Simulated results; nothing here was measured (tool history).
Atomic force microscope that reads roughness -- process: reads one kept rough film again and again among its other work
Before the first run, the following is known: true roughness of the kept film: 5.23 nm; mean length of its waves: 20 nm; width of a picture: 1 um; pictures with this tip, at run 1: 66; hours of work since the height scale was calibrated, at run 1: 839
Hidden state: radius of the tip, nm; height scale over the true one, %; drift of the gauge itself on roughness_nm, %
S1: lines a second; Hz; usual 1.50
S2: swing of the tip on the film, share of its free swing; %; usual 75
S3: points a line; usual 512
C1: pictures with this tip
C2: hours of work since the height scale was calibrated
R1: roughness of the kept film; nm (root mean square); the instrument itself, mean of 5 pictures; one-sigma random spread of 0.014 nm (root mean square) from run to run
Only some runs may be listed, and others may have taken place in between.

Run 1, hour 0.0: usual settings; C1 66; C2 839. Result: R1 3.231 nm (root mean square).
Run 2, hour 31.3: usual settings; C1 103; C2 863. Result: R1 3.128 nm (root mean square).
Run 3, hour 60.8: usual settings; C1 139; C2 886. Result: R1 3.005 nm (root mean square).
Run 4, hour 107.5: usual settings; C1 196; C2 921. Result: R1 2.848 nm (root mean square).
Run 5, hour 149.3: usual settings; C1 246; C2 953. Result: R1 2.769 nm (root mean square).
Run 6, hour 186.2: usual settings but S1 3.03 Hz; C1 291; C2 982. Result: R1 2.408 nm (root mean square).
Run 7, hour 206.7: usual settings but S3 344; C1 316; C2 997. Result: R1 2.588 nm (root mean square).
At hour 219.3: new tip fitted.
Run 8, hour 254.3: usual settings but S3 344; C1 43; C2 1033. Result: R1 3.203 nm (root mean square).
Run 9, hour 301.5: usual settings but S2 69 %; C1 100; C2 1069. Result: R1 3.174 nm (root mean square).
Run 10, hour 327.0: usual settings but S2 69 %; C1 131; C2 1089. Result: R1 3.051 nm (root mean square).
Run 11, hour 368.4: usual settings but S2 69 %; C1 181; C2 1120. Result: R1 2.937 nm (root mean square).
Run 12, hour 407.7: usual settings but S1 0.94 Hz; C1 228; C2 1150. Result: R1 2.839 nm (root mean square).
Run 13, hour 454.9: usual settings but S1 0.94 Hz; C1 285; C2 1186. Result: R1 2.731 nm (root mean square).
Run 14, hour 482.6: usual settings but S1 0.94 Hz, S2 60 %, S3 968; C1 319; C2 1208. Result: R1 2.772 nm (root mean square).
At hour 494.7: new tip fitted.
Run 15, hour 523.1: usual settings but S1 2.07 Hz, S2 69 %, S3 288; C1 34; C2 1238. Result: R1 3.200 nm (root mean square).
Run 16, hour 556.5: usual settings but S1 1.04 Hz, S2 65 %, S3 557; C1 75; C2 1264. Result: R1 3.339 nm (root mean square).
Run 17, hour 596.1: usual settings but S2 66 %, S3 433; C1 122; C2 1294. Result: R1 3.133 nm (root mean square).
Run 18, hour 625.0: usual settings but S1 3.30 Hz, S2 66 %, S3 371; C1 157; C2 1316. Result: R1 2.799 nm (root mean square).
Run 19, hour 651.6: usual settings but S1 0.53 Hz, S2 73 %; C1 190; C2 1336. Result: R1 3.060 nm (root mean square).
Run 20, hour 689.2: usual settings but S1 0.53 Hz, S2 73 %, S3 380; C1 235; C2 1365. Result: R1 2.926 nm (root mean square).
Run 21, hour 713.3: usual settings but S1 3.12 Hz, S2 61 %; C1 264; C2 1383. Result: R1 2.723 nm (root mean square).
Run 22, hour 741.6: usual settings but S1 2.47 Hz, S2 81 %, S3 422; C1 298; C2 1405. Result: R1 2.317 nm (root mean square).
At hour 769.0: new tip fitted.
Run 23, hour 789.1: usual settings but S3 267; C1 24; C2 1441. Result: R1 3.236 nm (root mean square).
Run 24, hour 837.4: usual settings but S3 339; C1 83; C2 1478. Result: R1 3.113 nm (root mean square).

Consider 5 possible next runs. They are alternatives, not a sequence: every one starts from the tool as it was left by run 24. What does each give?
Run A, hour 870.1: usual settings but S1 1.93 Hz, S3 718; C1 122; C2 1503. Result: R1 ?.
Run B, hour 870.1: usual settings but S1 0.54 Hz, S2 59 %, S3 657; C1 122; C2 1503. Result: R1 ?.
Run C, hour 870.1: usual settings but S1 0.56 Hz, S2 60 %, S3 375; C1 122; C2 1503. Result: R1 ?.
Run D, hour 870.1: usual settings but S2 79 %, S3 283; C1 122; C2 1503. Result: R1 ?.
Run E, hour 870.1: usual settings but S1 1.03 Hz, S3 845; C1 122; C2 1503. Result: R1 ?.

run     R1
  A  2.978
  B  3.328
  C  3.320
  D  2.920
  E  3.158
What these runs would have given with no unlogged condition in the tool:
run     R1
  A  3.351
  B  3.746
  C  3.736
  D  3.286
  E  3.554

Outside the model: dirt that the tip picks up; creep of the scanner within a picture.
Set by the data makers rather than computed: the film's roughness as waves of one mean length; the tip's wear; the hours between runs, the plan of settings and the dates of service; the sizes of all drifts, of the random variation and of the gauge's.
